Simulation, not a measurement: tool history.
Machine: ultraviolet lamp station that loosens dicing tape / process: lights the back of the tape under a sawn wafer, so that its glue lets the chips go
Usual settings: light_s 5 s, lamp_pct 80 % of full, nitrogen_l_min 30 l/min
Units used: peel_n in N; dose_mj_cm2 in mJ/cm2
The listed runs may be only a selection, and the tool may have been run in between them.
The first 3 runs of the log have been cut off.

run	hour	light_s	lamp_pct	nitrogen_l_min	peel_n	dose_mj_cm2
4	56.9	5	80	30	0.738	509
5	74.7	5	80	30	0.733	511
6	86.8	5	93	30	0.531	588
7	102.2	5	93	30	0.545	586
8	119.2	5	65	30	1.172	400
9	131.7	5	65	30	1.184	402
10	151.7	5	80	51	0.556	490
11	166.2	5	80	30	0.805	486
12	179.1	5	80	30	0.791	484
13	191.9	5	80	30	0.809	486
14	204.3	5	80	10	1.823	475
15	216.5	5	80	30	0.843	483
16	231.6	5	80	30	0.843	478
17	247.4	5	80	30	0.88	474
18	264.9	5	76	9	2.117	442
19	278.8	5	76	9	2.121	447
20	297.5	3	60	47	2.531	209
21	314.8	8	60	13	1.201	555
22	328.2	8	60	13	1.187	547

What does the tool deliver on the next run?
23	350	8	71	10	?	?

{"run 23": {"peel_n": 1.085, "dose_mj_cm2": 650}}
Without the tool's hidden state the same run would have given peel_n 0.663 N, dose_mj_cm2 818 mJ/cm2.

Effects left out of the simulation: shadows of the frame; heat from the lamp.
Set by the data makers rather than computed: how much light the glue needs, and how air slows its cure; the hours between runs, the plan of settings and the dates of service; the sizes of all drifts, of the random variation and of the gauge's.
